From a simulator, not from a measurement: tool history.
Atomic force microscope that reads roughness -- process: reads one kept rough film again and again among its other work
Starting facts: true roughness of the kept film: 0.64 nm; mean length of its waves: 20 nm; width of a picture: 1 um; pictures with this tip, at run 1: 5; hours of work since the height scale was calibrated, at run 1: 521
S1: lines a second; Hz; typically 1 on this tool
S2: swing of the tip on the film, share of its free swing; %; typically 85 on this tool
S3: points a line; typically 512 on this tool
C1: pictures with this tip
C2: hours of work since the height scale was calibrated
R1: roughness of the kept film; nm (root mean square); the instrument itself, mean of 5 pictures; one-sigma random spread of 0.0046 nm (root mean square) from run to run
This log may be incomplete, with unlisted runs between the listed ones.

| run | hour | S1 | S2 | S3 | C1 | C2 | R1 |
|---|---|---|---|---|---|---|---|
| 1 | 0 | 1 | 85 | 512 | 5 | 521 | 0.581 |
| 2 | 36.8 | 1 | 55 | 512 | 49 | 544 | 0.564 |
|  | 74.9 | new tip fitted |
| 3 | 101.8 | 1 | 85 | 512 | 33 | 585 | 0.56 |
|  | 152.3 | new tip fitted |
| 4 | 162 | 1 | 85 | 512 | 11 | 623 | 0.57 |
| 5 | 214.9 | 1 | 67 | 512 | 75 | 656 | 0.545 |
|  | 230.8 | new tip fitted |
| 6 | 257.8 | 1 | 67 | 512 | 32 | 683 | 0.579 |
|  | 310.5 | new tip fitted |
| 7 | 315.7 | 1 | 67 | 512 | 6 | 719 | 0.586 |
| 8 | 352.4 | 1 | 85 | 512 | 50 | 742 | 0.544 |
|  | 357.3 | height scale calibrated on a step standard |
|  | 389.1 | new tip fitted |
| 9 | 419.4 | 1 | 85 | 512 | 36 | 39 | 0.545 |
| 10 | 459.8 | 1.19 | 85 | 1016 | 85 | 64 | 0.529 |
|  | 468.5 | new tip fitted |
| 11 | 524.4 | 1.19 | 85 | 1016 | 68 | 105 | 0.542 |
|  | 550.6 | new tip fitted |
| 12 | 554.9 | 1.82 | 85 | 512 | 5 | 123 | 0.553 |
|  | 560.6 | height scale calibrated on a step standard, once more |
| 13 | 617.3 | 1 | 74 | 350 | 79 | 36 | 0.534 |
|  | 635 | new tip fitted |
| 14 | 661 | 1 | 85 | 874 | 32 | 63 | 0.568 |
| 15 | 688.7 | 3.61 | 56 | 514 | 65 | 80 | 0.548 |

Here are 5 independent what-if runs from the current tool condition. What would each one return?
|  | 712.8 | new tip fitted |
| A | 746.4 | 1 | 85 | 747 | 41 | 116 | ? |
|  | 712.8 | new tip fitted |
| B | 746.4 | 3.61 | 56 | 464 | 41 | 116 | ? |
|  | 712.8 | new tip fitted |
| C | 746.4 | 3.47 | 66 | 511 | 41 | 116 | ? |
|  | 712.8 | new tip fitted |
| D | 746.4 | 3.61 | 56 | 437 | 41 | 116 | ? |
|  | 712.8 | new tip fitted |
| E | 746.4 | 1.73 | 67 | 264 | 41 | 116 | ? |

| run | R1 |
|---|---|
| A | 0.551 |
| B | 0.56 |
| C | 0.55 |
| D | 0.559 |
| E | 0.557 |
With the hidden condition removed and each run's random variation left untouched, the same runs would have given:
| run | R1 |
|---|---|
| A | 0.581 |
| B | 0.591 |
| C | 0.581 |
| D | 0.591 |
| E | 0.588 |
